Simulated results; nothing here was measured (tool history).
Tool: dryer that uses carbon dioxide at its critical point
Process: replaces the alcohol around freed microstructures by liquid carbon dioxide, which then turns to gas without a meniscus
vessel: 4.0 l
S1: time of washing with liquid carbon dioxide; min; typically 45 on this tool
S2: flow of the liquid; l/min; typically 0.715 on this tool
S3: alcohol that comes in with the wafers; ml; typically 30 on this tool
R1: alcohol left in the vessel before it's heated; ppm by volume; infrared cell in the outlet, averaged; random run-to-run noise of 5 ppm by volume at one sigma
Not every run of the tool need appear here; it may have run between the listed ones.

| run | day | S1 | S2 | S3 | R1 |
|---|---|---|---|---|---|
| 1 | 0 | 45 | 0.715 | 30 | 106 |
| 2 | 1.404 | 45 | 0.715 | 30 | 121 |
| 3 | 2.688 | 45 | 0.632 | 30 | 148 |
| 4 | 3.525 | 45 | 0.632 | 30 | 144 |
| 5 | 4.808 | 45 | 0.632 | 30 | 159 |
| 6 | 5.521 | 45 | 0.632 | 72 | 254 |
| 7 | 6.821 | 57 | 0.715 | 30 | 107 |
| 8 | 8.217 | 45 | 0.715 | 28 | 129 |
| 9 | 9.042 | 45 | 0.715 | 77 | 192 |
| 10 | 10.112 | 45 | 0.715 | 77 | 206 |
| 11 | 11.042 | 45 | 0.715 | 77 | 203 |
| 12 | 11.896 | 45 | 0.715 | 77 | 210 |
| 13 | 12.929 | 45 | 0.715 | 30 | 153 |
| 14 | 13.683 | 45 | 0.715 | 30 | 152 |
| 15 | 14.879 | 45 | 0.715 | 102 | 242 |
| 16 | 16.388 | 45 | 0.715 | 102 | 255 |
| 17 | 17.358 | 45 | 0.715 | 102 | 259 |
| 18 | 18.338 | 45 | 0.715 | 102 | 278 |
| 19 | 19.492 | 45 | 0.715 | 102 | 286 |
| 20 | 20.912 | 45 | 0.715 | 102 | 290 |
| 21 | 22.488 | 45 | 0.573 | 30 | 267 |
| 22 | 23.846 | 45 | 0.573 | 30 | 279 |
| 23 | 24.796 | 45 | 0.573 | 30 | 224 |
| 24 | 25.508 | 45 | 0.457 | 30 | 349 |
| 25 | 26.729 | 41 | 0.505 | 61 | 555 |
| 26 | 28.129 | 45 | 0.512 | 30 | 302 |
| 27 | 29.662 | 45 | 0.512 | 30 | 307 |
| 28 | 31.312 | 45 | 0.512 | 30 | 308 |
| 29 | 32.396 | 60 | 0.632 | 91 | 200 |
| 30 | 33.55 | 45 | 1.03 | 30 | 170 |
| 31 | 34.508 | 71 | 0.947 | 83 | 177 |
| 32 | 36.238 | 71 | 0.947 | 83 | 181 |
| 33 | 37.467 | 57 | 1.111 | 79 | 179 |
| 34 | 38.808 | 57 | 0.619 | 79 | 239 |
| 35 | 39.617 | 28 | 0.723 | 25 | 388 |
| 36 | 40.675 | 54 | 1.058 | 20 | 197 |
| 37 | 42.3 | 55 | 0.715 | 90 | 226 |
| 38 | 43.821 | 34 | 0.715 | 30 | 330 |
| 39 | 45.162 | 34 | 0.736 | 72 | 490 |
| 40 | 46.338 | 65 | 0.736 | 79 | 217 |
| 41 | 48.008 | 38 | 0.715 | 66 | 404 |
| 42 | 49.579 | 38 | 0.715 | 66 | 405 |
| 43 | 50.496 | 45 | 0.715 | 50 | 282 |
| 44 | 51.862 | 31 | 0.755 | 73 | 616 |
| 45 | 53.192 | 31 | 0.755 | 73 | 630 |
| 46 | 54.217 | 42 | 0.715 | 77 | 377 |
| 47 | 55.004 | 42 | 1.034 | 36 | 244 |
| 48 | 55.721 | 42 | 1.034 | 36 | 264 |

Not shown: 1 entry that the log had between the listed runs. Between which runs, and how does the tool's hidden state differ before and after?
After run 22, before run 23: inlet filter changed (day 24.45)
  flow that reaches the vessel past the clogged filter, %: 88.7 -> 99.8; alcohol in the recycled carbon dioxide, ppm: 145.9 -> 148.7
  the result without the hidden state subtracted from the measured one, R1: +198 -> +141 ppm by volume

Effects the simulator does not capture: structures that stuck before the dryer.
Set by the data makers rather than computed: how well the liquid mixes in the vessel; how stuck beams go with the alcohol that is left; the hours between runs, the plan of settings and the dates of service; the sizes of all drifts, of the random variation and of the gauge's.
